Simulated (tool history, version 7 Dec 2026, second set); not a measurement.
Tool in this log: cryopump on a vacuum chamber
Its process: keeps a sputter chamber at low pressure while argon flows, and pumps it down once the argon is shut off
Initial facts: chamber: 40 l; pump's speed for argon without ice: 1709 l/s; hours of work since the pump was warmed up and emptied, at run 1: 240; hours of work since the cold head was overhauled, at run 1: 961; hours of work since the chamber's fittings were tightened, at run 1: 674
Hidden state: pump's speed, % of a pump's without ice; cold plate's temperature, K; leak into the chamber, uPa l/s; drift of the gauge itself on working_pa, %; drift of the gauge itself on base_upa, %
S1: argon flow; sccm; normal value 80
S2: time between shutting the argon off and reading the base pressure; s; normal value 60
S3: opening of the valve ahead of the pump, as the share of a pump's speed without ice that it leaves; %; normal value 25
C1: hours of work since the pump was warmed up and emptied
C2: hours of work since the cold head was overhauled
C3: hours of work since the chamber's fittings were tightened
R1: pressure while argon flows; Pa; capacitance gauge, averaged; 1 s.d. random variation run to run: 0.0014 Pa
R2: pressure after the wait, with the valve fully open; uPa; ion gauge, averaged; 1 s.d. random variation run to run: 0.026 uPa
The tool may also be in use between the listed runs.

run   hour  S1   S2  S3   C1    C2    C3      R1    R2
  1    0.0  80   60  25  240   961   674  0.3310  2.17
  2   52.7  80   60  25  278   999   712  0.3347  2.31
  3   95.0  69   60  25  308  1029   742  0.2878  2.46
  4  138.6  69   92  25  339  1060   773  0.2894  2.20
  5  203.7  80  159  25  385  1106   820  0.3414  2.01
  6  237.5  80  159  25  410  1130   844  0.3424  2.15
  7  270.6  80   49  25  433  1154   868  0.3432  2.98
  8  325.6  80   84  25  472  1193   907  0.3462  2.58
  9  386.3  80   84  25  516  1237   950  0.3506  2.76
 10  452.2  80   60  15  563  1284   997  0.5619  3.14
 11  493.7  80   28  25  592  1313  1027  0.3568  4.39
 12  539.6  80   28  25  625  1346  1059  0.3604  4.53

Run 13, settings as shown, results not yet in. Your forecast:
     575.6  -- pump warmed up, emptied and cooled again
 13  611.0  80  28  25  25  1393  1107   ?   ?

R1: 0.3207 Pa
R2: 3.65 uPa
Minus the tool's unlogged condition, the same run would have read R1 0.3188 Pa, R2 2.10 uPa.
